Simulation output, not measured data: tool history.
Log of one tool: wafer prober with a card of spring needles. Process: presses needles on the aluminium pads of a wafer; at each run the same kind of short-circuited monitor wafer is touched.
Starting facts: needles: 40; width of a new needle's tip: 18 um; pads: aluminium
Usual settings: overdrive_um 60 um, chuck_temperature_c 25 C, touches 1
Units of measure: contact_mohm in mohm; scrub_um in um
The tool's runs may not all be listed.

run	hour	overdrive_um	chuck_temperature_c	touches	contact_mohm	scrub_um
1	0	60	25	1	170	7.85
2	7.6	60	25	1	173	7.76
3	16.3	60	25	1	172	7.8
4	25.3	60	25	1	173	7.73
5	33.3	60	25	1	173	7.78
6	40.2	60	25	1	171	7.73
7	46.9	60	25	2	174	7.69
8	57.2	60	25	1	171	7.68
9	66.3	60	25	1	174	7.76
10	73.8	60	25	1	169	7.66
11	84.3	60	25	1	170	7.71
12	94.1	60	62	1	178	7.65
13	102.4	60	62	1	179	7.71
14	112.7	60	62	1	179	7.69
15	120	60	62	1	183	7.7
16	125.9	67	25	1	173	8.59
17	130.6	67	25	1	170	8.54
18	135.1	54	52	2	179	6.83
19	142.4	60	37	2	177	7.62
20	153.1	60	37	2	174	7.6
21	160.1	70	25	1	172	8.85
22	166.4	53	37	2	177	6.64
23	176.3	75	39	2	170	9.47
24	181.8	75	32	3	168	9.77
25	188.2	75	32	3	170	9.69
26	193.3	75	32	3	166	9.71
27	203	75	32	3	167	9.71
28	214.4	75	32	3	169	9.74
29	219.9	47	48	1	185	6.1
30	230.4	64	41	2	173	8.25
31	240.5	55	58	3	183	7.12
32	251.6	55	115	1	197	7.02
33	259.8	69	25	2	171	8.87

The log once held 39 entries between its listed runs, left out of this copy. Where does each go, and what is different about the tool's unlogged condition between the listed run before it and the listed run after it?
After run 1, before run 2: tips cleaned on abrasive film (hour 2.9)
  drift of the gauge itself on scrub_um, %: 0 -> -0.11
  the result without the hidden state subtracted from the measured one, scrub_um: +0 -> -0.01 um
After run 2, before run 3: tips cleaned on abrasive film (hour 10.3)
  drift of the gauge itself on scrub_um, %: -0.11 -> -0.24
  the result without the hidden state subtracted from the measured one, scrub_um: -0.01 -> -0.02 um
After run 3, before run 4: tips cleaned on abrasive film (hour 17.3); tips cleaned on abrasive film (hour 24.3)
  debris on the tips, nm: 0.1 -> 0; drift of the gauge itself on scrub_um, %: -0.24 -> -0.38
  the result without the hidden state subtracted from the measured one, scrub_um: -0.02 -> -0.03 um
After run 4, before run 5: tips cleaned on abrasive film (hour 31.3)
  debris on the tips, nm: 0 -> 0.1; drift of the gauge itself on scrub_um, %: -0.38 -> -0.5
  the result without the hidden state subtracted from the measured one, scrub_um: -0.03 -> -0.04 um
After run 5, before run 6: tips cleaned on abrasive film (hour 38.4)
  drift of the gauge itself on scrub_um, %: -0.5 -> -0.6
  the result without the hidden state subtracted from the measured one, scrub_um: -0.04 -> -0.05 um
After run 6, before run 7: tips cleaned on abrasive film (hour 45.8)
  debris on the tips, nm: 0.1 -> 0; drift of the gauge itself on scrub_um, %: -0.6 -> -0.7
  the result without the hidden state subtracted from the measured one, scrub_um: -0.05 -> -0.06 um
After run 7, before run 8: tips cleaned on abrasive film (hour 52.6)
  debris on the tips, nm: 0 -> 0.1; drift of the gauge itself on scrub_um, %: -0.7 -> -0.86
  the result without the hidden state subtracted from the measured one, scrub_um: -0.06 -> -0.07 um
After run 8, before run 9: tips cleaned on abrasive film (hour 59.7)
  drift of the gauge itself on scrub_um, %: -0.86 -> -0.99
  the result without the hidden state subtracted from the measured one, scrub_um: -0.07 -> -0.08 um
After run 9, before run 10: tips cleaned on abrasive film (hour 67); tips cleaned on abrasive film (hour 73.8)
  debris on the tips, nm: 0.1 -> 0; drift of the gauge itself on scrub_um, %: -0.99 -> -1.1
  the result without the hidden state subtracted from the measured one, scrub_um: -0.08 -> -0.08 um
After run 10, before run 11: tips cleaned on abrasive film (hour 81)
  debris on the tips, nm: 0 -> 0.1; drift of the gauge itself on scrub_um, %: -1.1 -> -1.26
  the result without the hidden state subtracted from the measured one, scrub_um: -0.08 -> -0.1 um
After run 11, before run 12: tips cleaned on abrasive film (hour 87.9)
  debris on the tips, nm: 0.1 -> 0.2; drift of the gauge itself on scrub_um, %: -1.26 -> -1.41
  the result without the hidden state subtracted from the measured one, scrub_um: -0.1 -> -0.12 um
After run 12, before run 13: tips cleaned on abrasive film (hour 94.9); tips cleaned on abrasive film (hour 101.8)
  debris on the tips, nm: 0.2 -> 0; drift of the gauge itself on scrub_um, %: -1.41 -> -1.53
  the result without the hidden state subtracted from the measured one, scrub_um: -0.12 -> -0.12 um
After run 13, before run 14: tips cleaned on abrasive film (hour 109)
  debris on the tips, nm: 0 -> 0.1; drift of the gauge itself on scrub_um, %: -1.53 -> -1.68
  the result without the hidden state subtracted from the measured one, scrub_um: -0.12 -> -0.13 um
After run 14, before run 15: tips cleaned on abrasive film (hour 115.8)
  drift of the gauge itself on scrub_um, %: -1.68 -> -1.79
  the result without the hidden state subtracted from the measured one, scrub_um: -0.13 -> -0.14 um
After run 15, before run 16: tips cleaned on abrasive film (hour 123)
  tips' diameter, um: 18 -> 18.01; drift of the gauge itself on scrub_um, %: -1.79 -> -1.88
  the result without the hidden state subtracted from the measured one, scrub_um: -0.14 -> -0.17 um
After run 16, before run 17: tips cleaned on abrasive film (hour 130.6)
  debris on the tips, nm: 0.1 -> 0; drift of the gauge itself on scrub_um, %: -1.88 -> -1.95
  the result without the hidden state subtracted from the measured one, scrub_um: -0.17 -> -0.17 um
After run 18, before run 19: tips cleaned on abrasive film (hour 137.6)
  way that the needles fall short of the set height, um: 0.01 -> 0.02; drift of the gauge itself on scrub_um, %: -2.02 -> -2.13
  the result without the hidden state subtracted from the measured one, scrub_um: -0.14 -> -0.17 um
After run 19, before run 20: tips cleaned on abrasive film (hour 144.4); tips cleaned on abrasive film (hour 151.8)
  debris on the tips, nm: 0.1 -> 0; drift of the gauge itself on scrub_um, %: -2.13 -> -2.29
  the result without the hidden state subtracted from the measured one, scrub_um: -0.17 -> -0.18 um
After run 20, before run 21: tips cleaned on abrasive film (hour 158.7)
  drift of the gauge itself on scrub_um, %: -2.29 -> -2.39
  the result without the hidden state subtracted from the measured one, scrub_um: -0.18 -> -0.22 um
After run 21, before run 22: tips cleaned on abrasive film (hour 166.1)
  drift of the gauge itself on scrub_um, %: -2.39 -> -2.49
  the result without the hidden state subtracted from the measured one, scrub_um: -0.22 -> -0.17 um
After run 22, before run 23: tips cleaned on abrasive film (hour 173.6)
  debris on the tips, nm: 0 -> 0.1; drift of the gauge itself on scrub_um, %: -2.49 -> -2.64
  the result without the hidden state subtracted from the measured one, scrub_um: -0.17 -> -0.26 um
After run 23, before run 24: tips cleaned on abrasive film (hour 180.9); gauge calibrated (hour 181.8)
  debris on the tips, nm: 0.1 -> 0; drift of the gauge itself on scrub_um, %: -2.64 -> 0
  the result without the hidden state subtracted from the measured one, scrub_um: -0.26 -> +0 um
After run 24, before run 25: tips cleaned on abrasive film (hour 187.8)
  drift of the gauge itself on scrub_um, %: 0 -> -0.1
  the result without the hidden state subtracted from the measured one, scrub_um: +0 -> -0.01 um
After run 26, before run 27: tips cleaned on abrasive film (hour 195.4); tips cleaned on abrasive film (hour 202.8)
  debris on the tips, nm: 0.1 -> 0; drift of the gauge itself on scrub_um, %: -0.17 -> -0.32
  the result without the hidden state subtracted from the measured one, scrub_um: -0.02 -> -0.03 um
After run 27, before run 28: height of the first contact set anew (hour 207.1); tips cleaned on abrasive film (hour 210)
  debris on the tips, nm: 0 -> 0.1; way that the needles fall short of the set height, um: 0.02 -> 0; drift of the gauge itself on scrub_um, %: -0.32 -> -0.48
  the result without the hidden state subtracted from the measured one, scrub_um: -0.03 -> -0.05 um
After run 28, before run 29: tips cleaned on abrasive film (hour 216.8)
  drift of the gauge itself on scrub_um, %: -0.48 -> -0.57
  the result without the hidden state subtracted from the measured one, scrub_um: -0.05 -> -0.04 um
After run 29, before run 30: tips cleaned on abrasive film (hour 223.8)
  debris on the tips, nm: 0.1 -> 0.2; drift of the gauge itself on scrub_um, %: -0.57 -> -0.72
  the result without the hidden state subtracted from the measured one, scrub_um: -0.04 -> -0.06 um
After run 30, before run 31: tips cleaned on abrasive film (hour 231.1); tips cleaned on abrasive film (hour 238.3)
  debris on the tips, nm: 0.2 -> 0.1; drift of the gauge itself on scrub_um, %: -0.72 -> -0.87
  the result without the hidden state subtracted from the measured one, scrub_um: -0.06 -> -0.06 um
After run 31, before run 32: tips cleaned on abrasive film (hour 245.5)
  drift of the gauge itself on scrub_um, %: -0.87 -> -1.04
  the result without the hidden state subtracted from the measured one, scrub_um: -0.06 -> -0.08 um
After run 32, before run 33: tips cleaned on abrasive film (hour 252.4); tips cleaned on abrasive film (hour 259.6)
  debris on the tips, nm: 0.1 -> 0; drift of the gauge itself on scrub_um, %: -1.04 -> -1.16
  the result without the hidden state subtracted from the measured one, scrub_um: -0.08 -> -0.1 um
